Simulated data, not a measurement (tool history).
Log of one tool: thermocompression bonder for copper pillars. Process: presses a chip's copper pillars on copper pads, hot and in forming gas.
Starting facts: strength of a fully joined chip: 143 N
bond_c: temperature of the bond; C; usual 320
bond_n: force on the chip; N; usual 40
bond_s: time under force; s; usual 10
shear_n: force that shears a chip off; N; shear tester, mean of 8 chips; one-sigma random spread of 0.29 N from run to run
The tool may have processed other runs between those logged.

run,hour,bond_c,bond_n,bond_s,shear_n
1,0.0,320,40,10,69.5
# hour 28.8: forming gas filter changed
2,30.8,320,40,10,76.4
3,69.6,343,40,10,93.5
4,101.2,320,40,10,75.6
5,165.2,320,40,10,75.6
6,207.6,320,40,10,75.0
7,252.1,320,40,10,74.0
# hour 256.7: force cell calibrated
8,319.6,320,40,10,73.2
9,376.9,298,25,21,53.7
10,414.6,298,25,21,52.9
11,449.3,298,25,21,53.3
# hour 490.3: forming gas filter changed
12,515.1,298,25,21,58.2

Forecast each of these 5 alternatives for the next run:
A,584.7,348,57,14,?
B,584.7,332,33,24,?
C,584.7,317,25,23,?
D,584.7,315,25,7,?
E,584.7,320,44,6,?

run,shear_n
A,120.7
B,99.5
C,73.7
D,46.1
E,68.8
What these runs would have given with no unlogged condition in the tool:
run,shear_n
A,120.5
B,97.9
C,71.7
D,44.3
E,66.8

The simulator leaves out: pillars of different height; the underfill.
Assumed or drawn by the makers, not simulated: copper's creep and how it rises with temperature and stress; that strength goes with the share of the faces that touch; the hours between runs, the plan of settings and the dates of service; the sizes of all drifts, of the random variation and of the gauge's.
